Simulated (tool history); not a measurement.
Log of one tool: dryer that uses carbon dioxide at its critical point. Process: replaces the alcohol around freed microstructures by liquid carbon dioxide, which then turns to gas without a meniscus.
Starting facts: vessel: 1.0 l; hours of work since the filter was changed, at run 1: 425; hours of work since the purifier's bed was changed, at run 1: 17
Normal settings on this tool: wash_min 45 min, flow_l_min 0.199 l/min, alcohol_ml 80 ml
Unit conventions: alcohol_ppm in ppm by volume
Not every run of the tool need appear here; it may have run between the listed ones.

run,hour,wash_min,flow_l_min,alcohol_ml,hours of work since the filter was changed,hours of work since the purifier's bed was changed,alcohol_ppm
1,0,45,0.199,80,425,17,70
2,10,33,0.199,80,432,24,432
3,21.1,33,0.199,80,439,32,451
4,35.6,33,0.199,80,449,42,471
5,43.8,33,0.199,80,455,47,469
6,58,38,0.199,80,465,57,232
7,67.4,45,0.27,80,471,63,16
8,81.7,45,0.27,80,481,73,21
# hour 89.3: inlet filter changed
9,89.7,45,0.199,80,0,78,54
10,100.1,45,0.199,80,7,85,55
11,112.5,45,0.258,80,16,94,26
12,120.3,45,0.258,80,21,99,26
13,129.2,45,0.258,80,27,105,24
14,136.3,45,0.199,80,32,110,48
15,146.8,45,0.134,44,40,117,276
16,155.2,45,0.134,44,45,123,275
17,162.2,45,0.134,44,50,128,280
18,168.3,45,0.158,94,54,132,228
19,176.3,71,0.189,43,60,138,32
20,186.1,71,0.189,43,67,145,33
21,193.4,35,0.12,48,72,150,1353
22,199.6,35,0.211,48,76,154,104
23,211.9,35,0.211,48,84,162,104
24,225.5,28,0.122,31,94,172,1775
25,234.6,36,0.162,77,100,178,558
26,247.2,43,0.119,116,109,187,1605
27,254,47,0.119,116,113,191,1102
28,267.9,45,0.199,63,123,201,67

5 ways to go on from here, each from the tool as it stands after run 28. What would each give?
A,278.9,33,0.316,32,131,208,?
B,278.9,64,0.264,34,131,208,?
C,278.9,54,0.123,20,131,208,?
D,278.9,51,0.229,57,131,208,?
E,278.9,45,0.233,27,131,208,?

run,alcohol_ppm
A,41
B,45
C,124
D,51
E,52
What these runs would have given with no unlogged condition in the tool:
run,alcohol_ppm
A,2
B,6
C,72
D,13
E,13
